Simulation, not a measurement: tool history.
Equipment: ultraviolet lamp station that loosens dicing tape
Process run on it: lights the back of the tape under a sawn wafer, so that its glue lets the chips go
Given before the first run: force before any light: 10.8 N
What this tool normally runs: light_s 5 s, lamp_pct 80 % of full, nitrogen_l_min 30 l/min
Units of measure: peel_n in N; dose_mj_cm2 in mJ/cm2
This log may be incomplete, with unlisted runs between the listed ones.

run	hour	light_s	lamp_pct	nitrogen_l_min	peel_n	dose_mj_cm2
1	0	5	80	30	1.501	272
2	9.3	5	80	30	1.425	273
3	16.6	3	80	30	3.162	159
4	22.5	5	80	48	1.342	269
5	28.4	5	80	28	1.544	267
6	37.5	5	80	28	1.571	269
7	46.3	5	80	28	1.577	272
8	55.3	5	80	28	1.586	261
9	63.8	5	60	28	2.537	202
10	68.1	8	91	12	0.616	487

Estimate the outcome of run 11 from the log above:
11	75.6	5	94	33	?	?

Run 11 produced peel_n 1.121 N, dose_mj_cm2 316 mJ/cm2.
If the tool had no hidden condition, the same run with the same run-to-run variation would have returned peel_n 0.668 N, dose_mj_cm2 394 mJ/cm2.

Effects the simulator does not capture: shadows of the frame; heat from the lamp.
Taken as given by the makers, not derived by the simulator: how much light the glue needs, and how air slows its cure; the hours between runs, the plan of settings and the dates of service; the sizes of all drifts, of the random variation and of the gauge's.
